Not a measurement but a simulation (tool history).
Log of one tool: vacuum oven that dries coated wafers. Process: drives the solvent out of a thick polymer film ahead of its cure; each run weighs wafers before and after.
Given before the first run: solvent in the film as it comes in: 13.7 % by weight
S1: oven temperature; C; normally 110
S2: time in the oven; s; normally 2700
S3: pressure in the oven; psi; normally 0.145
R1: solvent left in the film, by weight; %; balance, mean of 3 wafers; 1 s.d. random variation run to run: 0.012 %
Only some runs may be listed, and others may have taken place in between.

run	hour	S1	S2	S3	R1
1	0	110	2700	0.145	1.37
2	80.9	110	2700	0.145	1.39
# hour 111.7: vacuum gauge cleaned of residue and calibrated
3	126.5	110	2700	0.145	1.23
4	186.4	110	2700	0.145	1.22
5	266.2	110	2700	0.145	1.22
6	344.9	95	2700	0.145	3.08
7	412.4	110	1560	0.145	2.46
8	482.1	107	3360	0.145	1.19
9	558.4	107	3360	0.145	1.2
10	628.7	124	2040	0.081	0.5
11	680.6	100	2700	0.113	2.14
12	764.9	110	3300	0.078	0.69
13	838	123	2160	0.329	1.38

Forecast each of these 4 alternatives for the next run:
A	883.3	104	1800	0.1	?
B	883.3	97	2160	0.329	?
C	883.3	124	2160	0.496	?
D	883.3	110	2700	0.171	?

run	R1
A	2.69
B	4.88
C	1.93
D	1.42
Take away the tool's hidden state, keep each run's random variation, and the runs would have read:
run	R1
A	2.38
B	4.45
C	1.77
D	1.25
